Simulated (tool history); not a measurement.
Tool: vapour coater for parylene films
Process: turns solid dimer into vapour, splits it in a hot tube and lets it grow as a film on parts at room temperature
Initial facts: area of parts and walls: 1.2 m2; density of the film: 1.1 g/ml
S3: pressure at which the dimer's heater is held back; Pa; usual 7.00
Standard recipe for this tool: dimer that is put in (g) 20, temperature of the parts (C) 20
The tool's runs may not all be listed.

run 1 hour=0.0 | dimer_that_is_put_in_(g)=20 temperature_of_the_parts_(C)=20 S3=7.00 | thickness_of_the_film_(µm)=11.05
run 2 hour=10.9 | dimer_that_is_put_in_(g)=20 temperature_of_the_parts_(C)=20 S3=7.00 | thickness_of_the_film_(µm)=10.99
run 3 hour=22.0 | dimer_that_is_put_in_(g)=20 temperature_of_the_parts_(C)=20 S3=7.00 | thickness_of_the_film_(µm)=11.14
run 4 hour=32.3 | dimer_that_is_put_in_(g)=20 temperature_of_the_parts_(C)=22 S3=7.00 | thickness_of_the_film_(µm)=10.50
run 5 hour=46.3 | dimer_that_is_put_in_(g)=20 temperature_of_the_parts_(C)=22 S3=7.00 | thickness_of_the_film_(µm)=10.35
run 6 hour=57.7 | dimer_that_is_put_in_(g)=20 temperature_of_the_parts_(C)=22 S3=7.00 | thickness_of_the_film_(µm)=10.42
run 7 hour=75.4 | dimer_that_is_put_in_(g)=20 temperature_of_the_parts_(C)=22 S3=7.00 | thickness_of_the_film_(µm)=10.26
run 8 hour=84.5 | dimer_that_is_put_in_(g)=20 temperature_of_the_parts_(C)=22 S3=7.00 | thickness_of_the_film_(µm)=10.44
run 9 hour=93.0 | dimer_that_is_put_in_(g)=20 temperature_of_the_parts_(C)=20 S3=2.36 | thickness_of_the_film_(µm)=13.18
run 10 hour=102.8 | dimer_that_is_put_in_(g)=20 temperature_of_the_parts_(C)=26 S3=2.36 | thickness_of_the_film_(µm)=11.26
run 11 hour=120.7 | dimer_that_is_put_in_(g)=21 temperature_of_the_parts_(C)=20 S3=7.00 | thickness_of_the_film_(µm)=11.38
run 12 hour=135.9 | dimer_that_is_put_in_(g)=21 temperature_of_the_parts_(C)=20 S3=7.00 | thickness_of_the_film_(µm)=11.59
run 13 hour=147.1 | dimer_that_is_put_in_(g)=21 temperature_of_the_parts_(C)=20 S3=7.00 | thickness_of_the_film_(µm)=11.44
run 14 hour=156.6 | dimer_that_is_put_in_(g)=21 temperature_of_the_parts_(C)=20 S3=7.00 | thickness_of_the_film_(µm)=11.34
run 15 hour=169.0 | dimer_that_is_put_in_(g)=21 temperature_of_the_parts_(C)=20 S3=7.00 | thickness_of_the_film_(µm)=11.43
run 16 hour=180.2 | dimer_that_is_put_in_(g)=20 temperature_of_the_parts_(C)=20 S3=6.29 | thickness_of_the_film_(µm)=11.19
run 17 hour=198.2 | dimer_that_is_put_in_(g)=20 temperature_of_the_parts_(C)=20 S3=6.29 | thickness_of_the_film_(µm)=11.18
run 18 hour=211.5 | dimer_that_is_put_in_(g)=20 temperature_of_the_parts_(C)=20 S3=6.29 | thickness_of_the_film_(µm)=11.08
run 19 hour=229.9 | dimer_that_is_put_in_(g)=20 temperature_of_the_parts_(C)=20 S3=7.00 | thickness_of_the_film_(µm)=11.07
run 20 hour=240.6 | dimer_that_is_put_in_(g)=20 temperature_of_the_parts_(C)=20 S3=7.00 | thickness_of_the_film_(µm)=10.97
run 21 hour=255.3 | dimer_that_is_put_in_(g)=21 temperature_of_the_parts_(C)=16 S3=9.52 | thickness_of_the_film_(µm)=12.11
run 22 hour=265.2 | dimer_that_is_put_in_(g)=21 temperature_of_the_parts_(C)=16 S3=9.52 | thickness_of_the_film_(µm)=12.03
run 23 hour=278.6 | dimer_that_is_put_in_(g)=25 temperature_of_the_parts_(C)=20 S3=9.93 | thickness_of_the_film_(µm)=12.77
run 24 hour=286.9 | dimer_that_is_put_in_(g)=32 temperature_of_the_parts_(C)=23 S3=4.32 | thickness_of_the_film_(µm)=17.40
run 25 hour=305.6 | dimer_that_is_put_in_(g)=32 temperature_of_the_parts_(C)=23 S3=4.32 | thickness_of_the_film_(µm)=17.69
run 26 hour=315.0 | dimer_that_is_put_in_(g)=32 temperature_of_the_parts_(C)=23 S3=4.32 | thickness_of_the_film_(µm)=17.31
run 27 hour=322.8 | dimer_that_is_put_in_(g)=32 temperature_of_the_parts_(C)=23 S3=4.32 | thickness_of_the_film_(µm)=17.65
run 28 hour=336.8 | dimer_that_is_put_in_(g)=9 temperature_of_the_parts_(C)=14 S3=7.00 | thickness_of_the_film_(µm)=5.77
run 29 hour=355.3 | dimer_that_is_put_in_(g)=12 temperature_of_the_parts_(C)=28 S3=2.41 | thickness_of_the_film_(µm)=6.49
run 30 hour=364.5 | dimer_that_is_put_in_(g)=12 temperature_of_the_parts_(C)=28 S3=2.41 | thickness_of_the_film_(µm)=6.41
run 31 hour=372.5 | dimer_that_is_put_in_(g)=17 temperature_of_the_parts_(C)=21 S3=7.00 | thickness_of_the_film_(µm)=9.02
run 32 hour=385.6 | dimer_that_is_put_in_(g)=20 temperature_of_the_parts_(C)=20 S3=7.51 | thickness_of_the_film_(µm)=10.67
run 33 hour=394.2 | dimer_that_is_put_in_(g)=24 temperature_of_the_parts_(C)=20 S3=4.48 | thickness_of_the_film_(µm)=14.24
run 34 hour=402.6 | dimer_that_is_put_in_(g)=14 temperature_of_the_parts_(C)=20 S3=4.48 | thickness_of_the_film_(µm)=8.23
run 35 hour=413.1 | dimer_that_is_put_in_(g)=14 temperature_of_the_parts_(C)=20 S3=4.48 | thickness_of_the_film_(µm)=8.32
run 36 hour=428.9 | dimer_that_is_put_in_(g)=20 temperature_of_the_parts_(C)=23 S3=5.71 | thickness_of_the_film_(µm)=10.45
run 37 hour=437.2 | dimer_that_is_put_in_(g)=20 temperature_of_the_parts_(C)=13 S3=7.17 | thickness_of_the_film_(µm)=13.00
-- hour=450.3 trap's valve overhauled
run 38 hour=457.1 | dimer_that_is_put_in_(g)=20 temperature_of_the_parts_(C)=13 S3=7.17 | thickness_of_the_film_(µm)=13.16
run 39 hour=468.2 | dimer_that_is_put_in_(g)=20 temperature_of_the_parts_(C)=20 S3=7.17 | thickness_of_the_film_(µm)=10.94
run 40 hour=478.6 | dimer_that_is_put_in_(g)=18 temperature_of_the_parts_(C)=32 S3=3.53 | thickness_of_the_film_(µm)=8.07

A few steps of thickness of the film (µm) between consecutive runs. Split each: what settings, incoming material and random variation would produce without the hidden state, and what is left over for the hidden state, along with gauge scatter present in only one of the two compared results (measured, and without hidden state):
The tool's hidden condition here consists of: vapour lost through the trap's worn valve, %; true temperature of the parts over the reading, C; drift of the gauge itself on film_um, %.
Run 23 -> 24: dimer that is put in (g) 25 -> 32, temperature of the parts (C) 20 -> 23, S3 9.93 -> 4.32. thickness of the film (µm) +4.63: hidden state -0.02, all else +4.65.
Run 27 -> 28: dimer that is put in (g) 32 -> 9, temperature of the parts (C) 23 -> 14, S3 4.32 -> 7.00. thickness of the film (µm) -11.88: hidden state +0.05, all else -11.93.
Run 33 -> 34: dimer that is put in (g) 24 -> 14. thickness of the film (µm) -6.01: hidden state +0.03, all else -6.04.
Run 37 -> 38: trap's valve overhauled. thickness of the film (µm) +0.16: hidden state +0.06, all else +0.10.
